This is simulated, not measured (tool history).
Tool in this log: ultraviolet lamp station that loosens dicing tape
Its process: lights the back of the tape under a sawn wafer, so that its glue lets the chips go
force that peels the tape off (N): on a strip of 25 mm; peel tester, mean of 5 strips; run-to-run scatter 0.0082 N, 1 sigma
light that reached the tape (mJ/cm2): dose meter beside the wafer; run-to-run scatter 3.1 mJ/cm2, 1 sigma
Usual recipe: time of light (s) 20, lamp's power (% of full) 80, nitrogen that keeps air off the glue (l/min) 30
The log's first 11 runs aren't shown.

run	hour	time of light (s)	lamp's power (% of full)	nitrogen that keeps air off the glue (l/min)	force that peels the tape off (N)	light that reached the tape (mJ/cm2)
12	716.7	22	80	30	0.532	390
13	780.2	22	61	30	1.129	292
14	861	10	80	30	2.841	165
15	925	10	80	30	2.956	156
# hour 953.4: window cleaned of glue's vapour
16	992.7	10	80	30	2.59	176
# hour 1000.3: lamp changed
17	1063.1	10	80	30	1.796	224
18	1126.3	20	80	30	0.406	427
19	1216.8	20	80	30	0.463	409
20	1313.7	20	80	30	0.547	395
21	1353.8	20	80	30	0.561	392

Forecast run 22:
22	1452.5	18	80	30	?	?

force that peels the tape off (N): 0.798
light that reached the tape (mJ/cm2): 329
Without the tool's hidden state the same run would have given force that peels the tape off (N) 0.431, light that reached the tape (mJ/cm2) 416.

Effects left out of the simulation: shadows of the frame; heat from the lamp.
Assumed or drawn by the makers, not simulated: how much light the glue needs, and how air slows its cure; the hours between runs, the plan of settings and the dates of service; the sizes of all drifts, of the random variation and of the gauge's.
